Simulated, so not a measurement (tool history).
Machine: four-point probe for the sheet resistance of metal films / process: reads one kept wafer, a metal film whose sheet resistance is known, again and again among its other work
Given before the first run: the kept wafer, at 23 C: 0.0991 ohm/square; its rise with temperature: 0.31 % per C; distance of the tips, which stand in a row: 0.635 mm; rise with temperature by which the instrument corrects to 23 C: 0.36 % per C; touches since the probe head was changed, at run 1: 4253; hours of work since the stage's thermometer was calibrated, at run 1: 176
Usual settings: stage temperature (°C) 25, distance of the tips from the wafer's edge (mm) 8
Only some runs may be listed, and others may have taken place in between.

run    hour  stage temperature (°C)  distance of the tips from the wafer's edge (mm)  touches since the probe head was changed  hours of work since the stage's thermometer was calibrated  sheet resistance as the instrument gives it (ohm/square)
  1       0                      25                                                8                                      4253                                                         176                                                  0.098821
  2      42                      25                                                8                                      4884                                                         196                                                  0.098843
  3    70.9                      25                                                8                                      5319                                                         210                                                  0.098831
  4   120.4                      25                                                8                                      6064                                                         233                                                  0.098835
  5   159.5                      25                                                8                                      6651                                                         251                                                  0.098826
  6   198.3                      25                                                8                                      7235                                                         269                                                  0.098803
  7   242.5                      25                                                8                                      7899                                                         290                                                  0.098806
  8   286.7                      33                                                8                                      8564                                                         311                                                  0.098364
  9     315                      25                                                8                                      8989                                                         324                                                  0.098805
 10   359.6                      25                                                8                                      9660                                                         345                                                  0.098761
 11   406.1                      25                                                8                                     10359                                                         367                                                  0.098775
 12     455                      25                                                8                                     11094                                                         390                                                  0.098807
 13   481.2                      25                                                8                                     11488                                                         402                                                  0.098772
 14   505.4                      25                                                8                                     11852                                                         413                                                  0.098777
 15   538.3                      25                                                8                                     12347                                                         429                                                  0.098779
 16     570                      28                                                8                                     12824                                                         444                                                  0.098619
 17   611.7                      28                                                8                                     13451                                                         463                                                   0.09865
 18   647.1                      25                                                9                                     13984                                                         480                                                  0.098692
 19   680.4                      23                                                5                                     14484                                                         495                                                  0.099406
 20   713.7                      23                                                5                                     14985                                                         511                                                  0.099415
 21   753.4                      20                                               36                                     15581                                                         529                                                  0.098713
 22   799.5                      20                                               36                                     16275                                                         551                                                   0.09871
 23   851.9                      29                                               11                                     17063                                                         576                                                  0.098371
 24   894.1                      29                                               11                                     17697                                                         595                                                  0.098375
 25   937.9                      23                                               16                                     18356                                                         616                                                  0.098569
 26   975.9                      23                                               16                                     18928                                                         634                                                  0.098607
 27  1009.4                      18                                               12                                     19431                                                         649                                                  0.098926
 28  1046.7                      18                                               12                                     19992                                                         667                                                  0.098902
 29  1103.2                      25                                               43                                     20842                                                         693                                                  0.098414
 30  1138.7                      19                                               26                                     21376                                                         710                                                   0.09875
 31  1164.8                      23                                                3                                     21767                                                         722                                                  0.100817
 32  1187.7                      32                                               27                                     22112                                                         733                                                  0.098046
 33  1227.8                      18                                               29                                     22716                                                         752                                                  0.098776
 34  1254.6                      18                                               30                                     23119                                                         764                                                  0.098754
 35  1300.7                      18                                               30                                     23812                                                         786                                                  0.098762

Consider 4 possible next runs. They are alternatives, not a sequence: every one starts from the tool as it was left by run 35. What does each give?
  A  1350                      25                                                8                                     24553                                                         809                                                         ?
  B  1350                      34                                               26                                     24553                                                         809                                                         ?
  C  1350                      22                                                4                                     24553                                                         809                                                         ?
  D  1350                      23                                               30                                     24553                                                         809                                                         ?

run  sheet resistance as the instrument gives it (ohm/square)
  A                                                  0.098727
  B                                                  0.097903
  C                                                  0.099884
  D                                                  0.098484
The same runs, with their run-to-run variation unchanged, on a tool lacking any hidden condition would have given:
run  sheet resistance as the instrument gives it (ohm/square)
  A                                                  0.099362
  B                                                  0.098533
  C                                                  0.100527
  D                                                  0.099118

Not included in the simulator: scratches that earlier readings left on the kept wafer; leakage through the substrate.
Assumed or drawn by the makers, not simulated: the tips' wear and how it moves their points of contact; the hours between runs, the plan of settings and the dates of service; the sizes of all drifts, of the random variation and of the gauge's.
